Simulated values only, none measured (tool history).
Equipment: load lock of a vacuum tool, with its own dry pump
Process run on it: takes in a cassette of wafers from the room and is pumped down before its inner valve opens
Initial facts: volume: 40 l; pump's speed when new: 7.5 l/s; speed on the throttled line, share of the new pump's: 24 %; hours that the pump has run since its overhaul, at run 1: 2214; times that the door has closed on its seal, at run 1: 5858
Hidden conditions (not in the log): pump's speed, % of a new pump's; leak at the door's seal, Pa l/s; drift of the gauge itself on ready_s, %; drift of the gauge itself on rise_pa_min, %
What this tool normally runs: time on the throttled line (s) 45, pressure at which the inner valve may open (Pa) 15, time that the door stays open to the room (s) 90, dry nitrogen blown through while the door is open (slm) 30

| run | day | time on the throttled line (s) | pressure at which the inner valve may open (Pa) | time that the door stays open to the room (s) | dry nitrogen blown through while the door is open (slm) | hours that the pump has run since its overhaul | times that the door has closed on its seal | incoming humidity of the room's air, % | time from the closed door until the inner valve may open (s) | rise of the pressure with all valves shut (Pa/min) |
|---|---|---|---|---|---|---|---|---|---|---|
| 1 | 0 | 45 | 15 | 90 | 30 | 2214 | 5858 | 42.9 | 82.9 | 0.062 |
| 2 | 3.812 | 45 | 15 | 90 | 30 | 2306 | 6050 | 48.3 | 82.4 | 0.066 |
| 3 | 8.525 | 45 | 15 | 90 | 30 | 2419 | 6287 | 48.1 | 82.6 | 0.068 |
| 4 | 11.917 | 45 | 15 | 90 | 30 | 2500 | 6458 | 43.2 | 82.8 | 0.066 |
| 5 | 14.742 | 45 | 15 | 90 | 30 | 2568 | 6600 | 45.1 | 81.7 | 0.07 |
| 6 | 18.917 | 41 | 15 | 90 | 30 | 2668 | 6810 | 47.8 | 80.4 | 0.079 |
| 7 | 22.167 | 41 | 15 | 90 | 30 | 2746 | 6974 | 45.7 | 80.2 | 0.076 |
| 8 | 25.567 | 45 | 15 | 90 | 11 | 2828 | 7145 | 40.8 | 83.9 | 0.085 |
| 9 | 27.679 | 45 | 15 | 90 | 11 | 2878 | 7251 | 46.9 | 82.7 | 0.092 |
| 10 | 30.417 | 45 | 15 | 90 | 11 | 2944 | 7389 | 44.5 | 83.2 | 0.089 |
| 11 | 34.829 | 82 | 12 | 169 | 43 | 3050 | 7611 | 41 | 111.9 | 0.086 |
| 12 | 38.004 | 45 | 15 | 52 | 30 | 3126 | 7771 | 46.8 | 83.1 | 0.085 |
| 13 | 40.6 | 71 | 15 | 90 | 30 | 3188 | 7902 | 43.9 | 102.6 | 0.086 |
| 14 | 43.083 | 71 | 15 | 90 | 30 | 3248 | 8027 | 46.5 | 102.7 | 0.09 |
| 15 | 47.567 | 45 | 23 | 146 | 30 | 3356 | 8253 | 44.6 | 80.4 | 0.095 |
| 16 | 51.942 | 76 | 20 | 37 | 12 | 3461 | 8473 | 45.5 | 105.5 | 0.093 |
| 17 | 55.354 | 76 | 16 | 37 | 12 | 3542 | 8645 | 43.7 | 106.8 | 0.093 |
| 18 | 59.275 | 76 | 16 | 37 | 12 | 3637 | 8843 | 47.2 | 106.1 | 0.105 |

Below, some changes in time from the closed door until the inner valve may open (s) between adjacent runs. For each, the amount present without the hidden state too (settings, incoming material, random variation) and the amount remaining for the hidden state with gauge scatter not shared by both compared results:
Run 11 -> 12: time on the throttled line (s) 82 -> 45, pressure at which the inner valve may open (Pa) 12 -> 15, time that the door stays open to the room (s) 169 -> 52, dry nitrogen blown through while the door is open (slm) 43 -> 30. time from the closed door until the inner valve may open (s) -28.8: hidden state +0.3, all else -29.1.
